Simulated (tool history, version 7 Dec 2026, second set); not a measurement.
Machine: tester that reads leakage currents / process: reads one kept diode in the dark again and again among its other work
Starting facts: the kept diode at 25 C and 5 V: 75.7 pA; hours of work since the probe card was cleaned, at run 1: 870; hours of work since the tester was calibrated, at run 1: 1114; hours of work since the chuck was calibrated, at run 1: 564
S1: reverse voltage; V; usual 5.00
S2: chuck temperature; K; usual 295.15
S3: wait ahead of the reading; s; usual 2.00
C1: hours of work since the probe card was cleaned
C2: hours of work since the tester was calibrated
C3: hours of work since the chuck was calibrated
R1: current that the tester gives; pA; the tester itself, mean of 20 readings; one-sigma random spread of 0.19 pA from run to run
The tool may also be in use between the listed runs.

run	hour	S1	S2	S3	C1	C2	C3	R1
1	0.0	5.00	295.15	2.00	870	1114	564	63.78
2	45.2	5.00	295.15	2.00	904	1148	598	63.96
3	92.7	5.00	295.15	2.00	940	1184	634	64.33
4	135.1	5.00	295.15	2.00	972	1215	665	64.97
5	182.3	5.00	295.15	2.00	1007	1251	701	64.97
6	205.7	5.00	295.15	2.00	1025	1268	718	64.80
7	255.0	5.00	295.15	2.00	1062	1305	755	65.01
8	282.9	5.00	295.15	2.00	1083	1326	776	65.20
9	319.1	5.00	295.15	2.00	1110	1353	804	65.74
10	364.7	5.00	295.15	2.00	1144	1388	838	65.59
11	400.7	5.00	295.15	2.00	1171	1415	865	65.62
12	452.0	7.03	295.15	2.00	1209	1453	903	77.36
13	474.6	8.25	293.15	3.55	1226	1470	920	72.57
14	509.5	2.94	305.15	0.54	1253	1496	947	106.58
15	553.3	2.94	305.15	0.54	1285	1529	979	106.17
16	574.5	2.94	329.15	0.54	1301	1545	995	519.71
# hour 581.1: chuck's temperature calibrated
17	608.8	3.30	300.15	1.04	1326	1569	21	80.53
18	651.7	3.30	300.15	1.04	1358	1602	53	80.71
19	674.1	5.60	316.15	2.00	1375	1619	70	312.05
20	702.2	5.60	316.15	2.00	1396	1640	91	311.41
21	729.9	5.60	316.15	2.00	1417	1660	112	313.94
22	757.8	5.60	316.15	2.00	1438	1681	133	312.33
23	782.7	5.00	314.15	2.00	1456	1700	151	259.95
# hour 805.1: chuck's temperature calibrated, once more
24	835.3	4.02	313.15	2.00	1494	1738	23	206.82

Branching from run 24: 3 alternative next runs. What would each branch give?
A	879.9	3.18	324.15	2.78	1528	1771	56	?
B	879.9	7.01	296.15	4.97	1528	1771	56	?
C	879.9	12.14	302.15	2.00	1528	1771	56	?

run	R1
A	380.45
B	81.02
C	163.54
Take away the tool's hidden state, keep each run's random variation, and the runs would have read:
run	R1
A	374.14
B	76.23
C	154.94

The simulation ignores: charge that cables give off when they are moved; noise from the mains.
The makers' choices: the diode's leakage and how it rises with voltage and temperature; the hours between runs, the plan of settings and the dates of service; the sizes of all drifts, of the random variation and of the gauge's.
